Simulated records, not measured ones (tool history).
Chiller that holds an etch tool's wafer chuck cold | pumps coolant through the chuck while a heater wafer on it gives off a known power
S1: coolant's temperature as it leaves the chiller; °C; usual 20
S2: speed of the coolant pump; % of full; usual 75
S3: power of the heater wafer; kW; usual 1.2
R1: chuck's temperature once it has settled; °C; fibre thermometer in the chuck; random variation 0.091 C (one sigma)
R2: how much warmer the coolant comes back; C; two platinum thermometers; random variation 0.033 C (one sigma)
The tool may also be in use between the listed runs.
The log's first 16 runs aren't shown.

run 17 hour=800.1 | S1=16 S2=75 S3=0.962 | R1=23.75 R2=4.03
run 18 hour=859.8 | S1=16 S2=75 S3=0.962 | R1=23.86 R2=4.04
run 19 hour=910.8 | S1=20 S2=86 S3=1.2 | R1=28.84 R2=4.41
run 20 hour=940.5 | S1=20 S2=86 S3=1.2 | R1=28.76 R2=4.29
run 21 hour=978.8 | S1=20 S2=86 S3=1.2 | R1=28.65 R2=4.32
run 22 hour=1036.2 | S1=20 S2=85 S3=0.743 | R1=25.68 R2=2.73
run 23 hour=1107.8 | S1=27 S2=75 S3=0.723 | R1=33 R2=3.06
run 24 hour=1180 | S1=11 S2=97 S3=0.794 | R1=16.54 R2=2.47
run 25 hour=1246.8 | S1=11 S2=97 S3=0.794 | R1=16.67 R2=2.55
run 26 hour=1307.3 | S1=16 S2=75 S3=0.682 | R1=21.95 R2=2.91
run 27 hour=1362.1 | S1=20 S2=75 S3=0.636 | R1=25.7 R2=2.64
run 28 hour=1422.4 | S1=14 S2=82 S3=0.632 | R1=18.91 R2=2.44
run 29 hour=1491.9 | S1=16 S2=82 S3=0.832 | R1=22.58 R2=3.23
run 30 hour=1551.5 | S1=21 S2=65 S3=0.75 | R1=28.16 R2=3.8
run 31 hour=1600.6 | S1=18 S2=65 S3=0.684 | R1=24.54 R2=3.35

Forecast each of these 4 alternatives for the next run:
run A hour=1636.4 | S1=15 S2=75 S3=0.833 | R1=? R2=?
run B hour=1636.4 | S1=18 S2=65 S3=1.337 | R1=? R2=?
run C hour=1636.4 | S1=28 S2=75 S3=1.288 | R1=? R2=?
run D hour=1636.4 | S1=18 S2=95 S3=0.743 | R1=? R2=?

run=A R1=22.16 R2=3.59
run=B R1=30.39 R2=6.77
run=C R1=38.67 R2=5.5
run=D R1=23.39 R2=2.38
Without the tool's hidden state the same runs would have given:
run=A R1=20.94 R2=3.38
run=B R1=28.67 R2=6.37
run=C R1=37.1 R2=5.18
run=D R1=22.33 R2=2.23

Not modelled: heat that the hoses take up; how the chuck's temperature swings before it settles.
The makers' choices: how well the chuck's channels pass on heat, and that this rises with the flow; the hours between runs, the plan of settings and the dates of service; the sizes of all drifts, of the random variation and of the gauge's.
